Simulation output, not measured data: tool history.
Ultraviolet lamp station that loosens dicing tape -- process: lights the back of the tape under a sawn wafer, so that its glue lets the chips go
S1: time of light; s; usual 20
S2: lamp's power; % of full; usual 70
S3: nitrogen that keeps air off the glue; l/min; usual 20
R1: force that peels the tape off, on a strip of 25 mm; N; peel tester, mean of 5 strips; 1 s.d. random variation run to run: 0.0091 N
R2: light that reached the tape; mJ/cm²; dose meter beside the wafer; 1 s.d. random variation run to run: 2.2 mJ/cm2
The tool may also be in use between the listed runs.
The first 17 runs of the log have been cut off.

run,day,S1,S2,S3,R1,R2
18,23.604,20,70,10,0.538,199
# day 24.938: lamp changed
19,24.938,20,70,14,0.439,197
20,26.796,37,70,20,0.219,363
21,28.688,20,80,20,0.308,226
# day 29.871: window cleaned of glue's vapour
22,30.188,20,80,20,0.316,225
23,32.104,31,70,15,0.247,308
24,32.975,22,94,20,0.241,288
25,34.042,22,94,20,0.240,291
26,35.321,22,94,20,0.237,294
27,36.654,22,94,20,0.236,293
28,38.529,18,91,11,0.359,232
29,40.412,22,100,34,0.219,310
30,41.867,11,70,13,1.317,109
31,43.467,11,70,13,1.299,109
32,44.896,12,67,20,1.024,114
33,45.712,39,78,24,0.204,433
34,47.308,39,78,24,0.220,426
35,48.196,39,92,10,0.210,507
36,49.625,39,92,10,0.200,505
37,51.354,17,92,18,0.340,221

The next listed run, before its measurement:
38,53.133,13,71,23,?,?

R1: 0.779 N
R2: 126 mJ/cm²
Take away the tool's hidden state, keep the run-to-run variation as it was, and the same run would have given R1 0.775 N, R2 126 mJ/cm².

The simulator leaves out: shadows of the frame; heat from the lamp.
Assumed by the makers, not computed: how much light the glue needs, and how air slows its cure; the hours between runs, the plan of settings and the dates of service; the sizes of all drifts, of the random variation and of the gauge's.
